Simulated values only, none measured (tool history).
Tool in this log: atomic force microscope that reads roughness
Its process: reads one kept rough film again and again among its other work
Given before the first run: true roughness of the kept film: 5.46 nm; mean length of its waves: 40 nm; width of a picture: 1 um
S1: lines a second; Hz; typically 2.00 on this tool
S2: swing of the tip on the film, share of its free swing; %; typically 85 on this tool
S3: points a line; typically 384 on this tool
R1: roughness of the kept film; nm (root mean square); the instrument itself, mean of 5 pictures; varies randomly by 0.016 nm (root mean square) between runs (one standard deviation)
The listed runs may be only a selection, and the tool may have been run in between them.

run,hour,S1,S2,S3,R1
1,0.0,2.00,85,384,3.521
2,8.3,2.00,85,384,3.474
3,17.0,2.00,85,429,3.938
4,25.5,2.00,85,429,3.909
5,30.3,2.00,85,429,3.826
6,37.2,1.06,85,384,4.174
7,44.1,2.00,85,384,3.715
8,49.9,2.00,85,384,3.663
9,56.3,2.00,60,384,4.283
10,65.6,2.00,60,384,4.198
11,71.1,2.00,60,384,4.193
12,77.2,2.00,60,384,4.131
13,85.2,2.00,85,384,3.931
14,95.9,2.00,85,384,3.843
15,105.9,2.00,85,384,3.760
16,114.8,2.00,85,426,3.687
17,123.0,2.00,85,426,3.646
18,129.8,2.00,85,426,3.593
19,138.6,2.00,85,426,3.516
20,146.1,2.00,85,426,3.486
21,153.2,2.85,76,384,3.993
22,159.3,1.22,85,467,4.198
23,167.2,3.34,85,371,3.333
24,173.0,0.54,87,384,4.385
25,178.0,3.44,90,820,3.004
26,188.5,2.00,56,727,4.366
27,194.1,3.39,85,384,3.162
28,199.6,2.87,85,384,3.258
29,204.8,2.33,60,964,4.137
30,209.6,1.11,78,433,3.999
31,220.7,1.11,78,433,4.464
32,230.8,3.56,61,600,4.253
33,235.9,3.77,73,612,3.739
34,242.9,3.77,73,612,3.739
35,250.9,1.15,73,612,4.236
36,258.0,2.54,85,384,3.407
37,263.2,2.54,85,384,3.398

Not shown here: 4 entries made in the log between runs. Locate each between two listed runs and compare the hidden state at the listed run before it with the hidden state at the listed run after it:
From run 2 to run 3: new tip fitted (hour 16.6)
  radius of the tip, nm: 18.2 -> 7.3
  measured result minus the result with no hidden state, R1: -0.494 -> -0.031 nm (root mean square)
From run 12 to run 13: new tip fitted (hour 82.5)
  radius of the tip, nm: 17.6 -> 7.5; height scale over the true one, %: -0.46 -> -0.47
  measured result minus the result with no hidden state, R1: -0.560 -> -0.041 nm (root mean square)
From run 20 to run 21: new tip fitted (hour 148.9)
  radius of the tip, nm: 17.6 -> 7.7
  measured result minus the result with no hidden state, R1: -0.475 -> -0.056 nm (root mean square)
From run 30 to run 31: new tip fitted (hour 215.2)
  radius of the tip, nm: 17.3 -> 8; height scale over the true one, %: -0.61 -> -0.62
  measured result minus the result with no hidden state, R1: -0.535 -> -0.085 nm (root mean square)
